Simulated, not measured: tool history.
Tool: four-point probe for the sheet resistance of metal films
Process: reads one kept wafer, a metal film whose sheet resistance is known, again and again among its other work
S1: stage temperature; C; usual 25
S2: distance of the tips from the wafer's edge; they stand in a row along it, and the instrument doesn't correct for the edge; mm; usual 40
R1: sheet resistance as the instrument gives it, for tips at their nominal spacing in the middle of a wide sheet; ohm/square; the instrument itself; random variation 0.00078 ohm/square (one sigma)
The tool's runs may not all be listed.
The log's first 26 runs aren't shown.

run	hour	S1	S2	R1
27	1704.5	22	3	3.977005
28	1793.2	22	4	3.95096
29	1851.9	25	40	3.916691
30	1924.1	21	8	3.927696
31	2000.3	21	8	3.927479
32	2079.6	21	8	3.926819
33	2173.4	21	8	3.929004
34	2237.3	25	48	3.916175
35	2302.8	23	9	3.924145
36	2379.8	35	61	3.907047
37	2453.1	35	61	3.906542
38	2523.1	25	4	3.949375
39	2594.2	25	4	3.948881
40	2687	25	4	3.94857
41	2745.9	32	4	3.943381
# hour 2783.2: new probe head fitted
42	2831.5	32	4	3.942553
43	2873.6	20	65	3.920453
44	2928	27	16	3.916123

Forecast each of these 3 alternatives for the next run:
A	2973.9	25	8	?
B	2973.9	29	68	?
C	2973.9	28	68	?

run	R1
A	3.924232
B	3.912708
C	3.9132
Without the tool's hidden state the same runs would have given:
run	R1
A	3.924228
B	3.912705
C	3.913197
